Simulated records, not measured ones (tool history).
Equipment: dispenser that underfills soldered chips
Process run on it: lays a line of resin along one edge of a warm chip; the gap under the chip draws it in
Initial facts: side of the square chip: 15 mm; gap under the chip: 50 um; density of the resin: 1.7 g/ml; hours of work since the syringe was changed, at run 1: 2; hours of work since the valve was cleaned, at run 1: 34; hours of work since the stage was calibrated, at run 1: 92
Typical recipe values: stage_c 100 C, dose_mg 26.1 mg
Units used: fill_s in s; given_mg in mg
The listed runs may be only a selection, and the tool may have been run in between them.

run	day	stage_c	dose_mg	hours of work since the syringe was changed	hours of work since the valve was cleaned	hours of work since the stage was calibrated	fill_s	given_mg
1	0.000	100	26.1	2	34	92	195.7	25.57
2	0.288	100	26.1	7	39	97	255.1	25.50
# day 0.333: new syringe of resin
3	0.617	100	26.1	5	45	103	231.1	25.33
# day 0.746: new syringe of resin
4	0.854	100	26.1	2	49	107	197.4	25.30
# day 0.925: dispensing valve cleaned and set on the balance
# day 1.188: new syringe of resin
5	1.283	100	26.1	2	6	114	191.9	26.01
6	1.454	100	26.1	5	9	117	226.5	25.98
# day 1.600: new syringe of resin
7	1.658	100	26.1	1	13	121	189.5	25.94
8	1.888	100	27.4	5	17	125	226.6	27.13
# day 2.008: new syringe of resin
9	2.204	100	26.1	4	23	131	219.3	25.80
# day 2.429: new syringe of resin
10	2.604	100	26.1	3	30	138	214.1	25.59
11	2.783	95	26.1	7	33	141	293.9	25.64
# day 2.833: new syringe of resin
12	2.975	95	26.1	3	37	144	246.2	25.55
# day 3.233: new syringe of resin
13	3.375	89	24.9	3	44	152	301.2	24.30
14	3.562	100	23.5	6	47	155	254.8	22.87
# day 3.646: new syringe of resin
# day 3.750: dispensing valve cleaned and set on the balance
15	3.938	100	23.5	5	3	161	230.0	23.40
# day 4.100: new syringe of resin
16	4.167	100	23.5	1	7	165	196.9	23.33
# day 4.500: new syringe of resin
17	4.500	105	23.1	0	13	171	166.5	22.83

Below are 3 alternative next runs, each starting from the tool's condition after run 17. Predict each:
A	4.850	105	28.0	6	20	177	?	?
B	4.850	98	33.1	6	20	177	?	?
C	4.850	100	30.0	6	20	177	?	?

run	fill_s	given_mg
A	212.1	27.54
B	263.5	32.70
C	247.8	29.57
Without the tool's hidden state the same runs would have given:
run	fill_s	given_mg
A	146.2	27.93
B	181.9	33.17
C	171.0	29.99

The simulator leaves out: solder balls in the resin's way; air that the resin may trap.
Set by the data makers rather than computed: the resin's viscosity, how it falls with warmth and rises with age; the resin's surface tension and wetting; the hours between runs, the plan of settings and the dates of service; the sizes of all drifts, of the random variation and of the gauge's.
